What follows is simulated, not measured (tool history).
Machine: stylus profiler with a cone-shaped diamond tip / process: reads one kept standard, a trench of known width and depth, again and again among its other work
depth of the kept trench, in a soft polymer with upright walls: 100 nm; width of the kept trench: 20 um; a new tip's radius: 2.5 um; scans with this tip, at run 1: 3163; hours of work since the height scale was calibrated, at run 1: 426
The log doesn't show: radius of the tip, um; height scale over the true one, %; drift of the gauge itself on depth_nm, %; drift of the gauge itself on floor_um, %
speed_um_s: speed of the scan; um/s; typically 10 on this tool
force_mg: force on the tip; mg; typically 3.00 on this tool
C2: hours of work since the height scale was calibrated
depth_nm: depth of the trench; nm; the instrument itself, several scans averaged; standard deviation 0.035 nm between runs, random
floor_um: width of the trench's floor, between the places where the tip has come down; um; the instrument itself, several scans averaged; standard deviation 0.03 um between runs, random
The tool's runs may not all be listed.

run 1 hour=0.0 | speed_um_s=10 force_mg=3.00 | scans_with_this_tip=3163 C2=426 | depth_nm=101.68 floor_um=18.40
run 2 hour=35.0 | speed_um_s=10 force_mg=3.00 | scans_with_this_tip=3293 C2=444 | depth_nm=101.59 floor_um=18.49
run 3 hour=70.2 | speed_um_s=10 force_mg=3.00 | scans_with_this_tip=3424 C2=462 | depth_nm=101.57 floor_um=18.40
run 4 hour=86.2 | speed_um_s=10 force_mg=6.77 | scans_with_this_tip=3484 C2=470 | depth_nm=102.81 floor_um=18.46
run 5 hour=119.0 | speed_um_s=10 force_mg=6.77 | scans_with_this_tip=3607 C2=486 | depth_nm=102.86 floor_um=18.41
run 6 hour=137.6 | speed_um_s=10 force_mg=6.77 | scans_with_this_tip=3676 C2=495 | depth_nm=102.81 floor_um=18.47
run 7 hour=164.2 | speed_um_s=10 force_mg=3.83 | scans_with_this_tip=3775 C2=509 | depth_nm=101.91 floor_um=18.43
run 8 hour=180.2 | speed_um_s=5 force_mg=3.00 | scans_with_this_tip=3835 C2=517 | depth_nm=101.55 floor_um=18.45
run 9 hour=200.7 | speed_um_s=10 force_mg=3.00 | scans_with_this_tip=3911 C2=527 | depth_nm=101.57 floor_um=18.47
run 10 hour=226.9 | speed_um_s=10 force_mg=3.00 | scans_with_this_tip=4009 C2=540 | depth_nm=101.58 floor_um=18.40
run 11 hour=254.2 | speed_um_s=10 force_mg=3.00 | scans_with_this_tip=4111 C2=554 | depth_nm=101.55 floor_um=18.36
-- hour=257.3 height scale calibrated on a step standard
run 12 hour=284.8 | speed_um_s=10 force_mg=3.00 | scans_with_this_tip=4223 C2=14 | depth_nm=101.53 floor_um=18.34
run 13 hour=314.8 | speed_um_s=20 force_mg=1.10 | scans_with_this_tip=4335 C2=29 | depth_nm=100.67 floor_um=18.31
run 14 hour=340.7 | speed_um_s=3 force_mg=8.67 | scans_with_this_tip=4432 C2=42 | depth_nm=103.33 floor_um=18.43
run 15 hour=367.8 | speed_um_s=10 force_mg=1.79 | scans_with_this_tip=4533 C2=56 | depth_nm=101.01 floor_um=18.38
-- hour=388.0 height scale calibrated on a step standard, once more
run 16 hour=399.7 | speed_um_s=10 force_mg=1.79 | scans_with_this_tip=4650 C2=6 | depth_nm=101.24 floor_um=18.40
run 17 hour=428.1 | speed_um_s=26 force_mg=4.66 | scans_with_this_tip=4756 C2=20 | depth_nm=102.30 floor_um=18.33
run 18 hour=446.4 | speed_um_s=4 force_mg=1.01 | scans_with_this_tip=4824 C2=29 | depth_nm=100.83 floor_um=18.38
run 19 hour=473.7 | speed_um_s=4 force_mg=1.01 | scans_with_this_tip=4927 C2=43 | depth_nm=100.74 floor_um=18.34
run 20 hour=496.7 | speed_um_s=4 force_mg=1.01 | scans_with_this_tip=5012 C2=55 | depth_nm=100.80 floor_um=18.39
run 21 hour=513.0 | speed_um_s=18 force_mg=3.00 | scans_with_this_tip=5073 C2=63 | depth_nm=101.65 floor_um=18.29
run 22 hour=529.1 | speed_um_s=18 force_mg=3.00 | scans_with_this_tip=5133 C2=71 | depth_nm=101.64 floor_um=18.35
run 23 hour=545.6 | speed_um_s=34 force_mg=2.79 | scans_with_this_tip=5195 C2=79 | depth_nm=101.60 floor_um=18.21

Describe how what the log doesn't record of the tool's condition differs between the last listed run preceding each entry between runs and the first listed run following it.
Between runs 11 and 12: height scale calibrated on a step standard (hour 257.3)
  radius of the tip, um: 3.07 -> 3.09; height scale over the true one, %: -0.148 -> -0.182
  measured minus no-state result, depth_nm: -0.15 -> -0.19 nm; floor_um: -0.15 -> -0.16 um
Between runs 15 and 16: height scale calibrated on a step standard, once more (hour 388.0)
  radius of the tip, um: 3.13 -> 3.15; height scale over the true one, %: -0.193 -> -0.013
  measured minus no-state result, depth_nm: -0.20 -> -0.01 nm; floor_um: -0.17 -> -0.18 um
